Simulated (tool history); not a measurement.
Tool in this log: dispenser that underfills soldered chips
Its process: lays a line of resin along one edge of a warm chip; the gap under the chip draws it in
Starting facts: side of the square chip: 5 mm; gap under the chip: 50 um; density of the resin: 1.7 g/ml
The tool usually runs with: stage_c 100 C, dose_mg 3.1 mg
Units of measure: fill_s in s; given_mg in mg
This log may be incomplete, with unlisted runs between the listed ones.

{"run": 1, "hour": 0.0, "stage_c": 100, "dose_mg": 3.1, "fill_s": 10.1, "given_mg": 2.84}
{"hour": 2.5, "done": "new syringe of resin"}
{"run": 2, "hour": 5.8, "stage_c": 100, "dose_mg": 3.1, "fill_s": 8.5, "given_mg": 2.85}
{"run": 3, "hour": 12.6, "stage_c": 100, "dose_mg": 2.82, "fill_s": 11.2, "given_mg": 2.62}
{"hour": 16.4, "done": "new syringe of resin"}
{"run": 4, "hour": 19.4, "stage_c": 100, "dose_mg": 3.1, "fill_s": 7.8, "given_mg": 2.84}
{"run": 5, "hour": 27.9, "stage_c": 100, "dose_mg": 3.1, "fill_s": 11, "given_mg": 2.83}
{"hour": 30.7, "done": "new syringe of resin"}
{"run": 6, "hour": 35.0, "stage_c": 108, "dose_mg": 3.1, "fill_s": 6.5, "given_mg": 2.84}
{"run": 7, "hour": 42.0, "stage_c": 110, "dose_mg": 3.1, "fill_s": 8.3, "given_mg": 2.82}
{"hour": 44.5, "done": "new syringe of resin"}
{"run": 8, "hour": 46.4, "stage_c": 110, "dose_mg": 3.1, "fill_s": 5.8, "given_mg": 2.8}
{"hour": 51.0, "done": "dispensing valve cleaned and set on the balance"}
{"run": 9, "hour": 52.3, "stage_c": 110, "dose_mg": 3.1, "fill_s": 6.4, "given_mg": 3.08}
{"run": 10, "hour": 58.7, "stage_c": 110, "dose_mg": 3.1, "fill_s": 7.8, "given_mg": 3.08}
{"hour": 59.4, "done": "new syringe of resin"}
{"run": 11, "hour": 63.9, "stage_c": 110, "dose_mg": 3.1, "fill_s": 6, "given_mg": 3.08}
{"run": 12, "hour": 70.6, "stage_c": 100, "dose_mg": 3.92, "fill_s": 10.7, "given_mg": 3.89}
{"hour": 73.6, "done": "new syringe of resin"}
{"run": 13, "hour": 75.4, "stage_c": 100, "dose_mg": 3.92, "fill_s": 7.6, "given_mg": 3.87}
{"run": 14, "hour": 81.9, "stage_c": 100, "dose_mg": 3.15, "fill_s": 9.8, "given_mg": 3.1}
{"hour": 87.7, "done": "new syringe of resin"}
{"run": 15, "hour": 90.3, "stage_c": 87, "dose_mg": 3.1, "fill_s": 12.8, "given_mg": 3.03}
{"run": 16, "hour": 97.0, "stage_c": 114, "dose_mg": 2.77, "fill_s": 6.4, "given_mg": 2.72}
{"hour": 102.0, "done": "new syringe of resin"}
{"run": 17, "hour": 104.1, "stage_c": 109, "dose_mg": 3.79, "fill_s": 5.6, "given_mg": 3.69}
{"run": 18, "hour": 108.0, "stage_c": 92, "dose_mg": 3.27, "fill_s": 11.8, "given_mg": 3.15}
{"hour": 115.9, "done": "new syringe of resin"}
{"run": 19, "hour": 116.5, "stage_c": 92, "dose_mg": 3.27, "fill_s": 10.4, "given_mg": 3.15}
{"run": 20, "hour": 121.9, "stage_c": 100, "dose_mg": 3.54, "fill_s": 9, "given_mg": 3.41}
{"run": 21, "hour": 126.5, "stage_c": 115, "dose_mg": 3.89, "fill_s": 6.4, "given_mg": 3.72}
{"hour": 130.2, "done": "new syringe of resin"}
{"run": 22, "hour": 132.0, "stage_c": 88, "dose_mg": 2.81, "fill_s": 12.2, "given_mg": 2.71}
{"run": 23, "hour": 137.5, "stage_c": 88, "dose_mg": 2.81, "fill_s": 14.9, "given_mg": 2.69}
{"hour": 144.6, "done": "new syringe of resin"}
{"run": 24, "hour": 146.4, "stage_c": 88, "dose_mg": 2.81, "fill_s": 12.4, "given_mg": 2.66}
{"run": 25, "hour": 152.0, "stage_c": 88, "dose_mg": 2.81, "fill_s": 15.1, "given_mg": 2.68}
{"run": 26, "hour": 156.3, "stage_c": 95, "dose_mg": 2.89, "fill_s": 13.7, "given_mg": 2.72}
{"hour": 158.5, "done": "new syringe of resin"}
{"run": 27, "hour": 162.6, "stage_c": 95, "dose_mg": 2.89, "fill_s": 10.1, "given_mg": 2.71}

Each row is a separate what-if for the run after 27, all from the same tool condition, not one after another. Results?
{"run": "A", "hour": 166.2, "stage_c": 108, "dose_mg": 2.87, "fill_s": "?", "given_mg": "?"}
{"run": "B", "hour": 166.2, "stage_c": 102, "dose_mg": 3.82, "fill_s": "?", "given_mg": "?"}
{"run": "C", "hour": 166.2, "stage_c": 106, "dose_mg": 2.96, "fill_s": "?", "given_mg": "?"}
{"run": "D", "hour": 166.2, "stage_c": 108, "dose_mg": 2.89, "fill_s": "?", "given_mg": "?"}
{"run": "E", "hour": 166.2, "stage_c": 96, "dose_mg": 3.49, "fill_s": "?", "given_mg": "?"}

run=A fill_s=7.3 given_mg=2.68
run=B fill_s=9.1 given_mg=3.61
run=C fill_s=7.9 given_mg=2.8
run=D fill_s=7.4 given_mg=2.73
run=E fill_s=10.7 given_mg=3.29
Take away the tool's hidden state, keep each run's random variation, and the runs would have read:
run=A fill_s=5.7 given_mg=2.86
run=B fill_s=7.3 given_mg=3.84
run=C fill_s=6.2 given_mg=2.98
run=D fill_s=5.8 given_mg=2.91
run=E fill_s=8.6 given_mg=3.51
